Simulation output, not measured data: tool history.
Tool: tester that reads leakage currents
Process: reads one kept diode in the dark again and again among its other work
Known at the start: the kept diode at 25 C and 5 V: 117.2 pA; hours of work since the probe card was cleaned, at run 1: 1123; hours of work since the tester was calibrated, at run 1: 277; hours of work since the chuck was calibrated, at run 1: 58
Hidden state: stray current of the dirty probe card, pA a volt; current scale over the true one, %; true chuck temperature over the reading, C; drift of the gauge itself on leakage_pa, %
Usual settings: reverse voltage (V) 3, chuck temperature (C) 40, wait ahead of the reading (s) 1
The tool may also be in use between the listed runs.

run,hour,reverse voltage (V),chuck temperature (C),wait ahead of the reading (s),hours of work since the probe card was cleaned,hours of work since the tester was calibrated,hours of work since the chuck was calibrated,current that the tester gives (pA)
1,0,3,40,1,1123,277,58,333.98
2,27.6,3,40,1,1142,295,76,334.66
3,68.3,3,40,1,1169,323,104,335.05
4,103.1,6.5,40,1,1193,347,128,511.29
5,144,3,40,1,1221,374,155,335.3
6,185.1,3,40,1,1249,402,183,335.07
7,209.2,3.31,21,0.92,1265,419,200,65.15
8,230.3,5.97,39,0.85,1279,433,214,450.46

The next listed run, before its measurement:
9,262.6,2,23,0.33,1301,455,236,?

Run 9 gave current that the tester gives (pA) 60.17.
Without the tool's hidden state the same run would have given current that the tester gives (pA) 60.17.
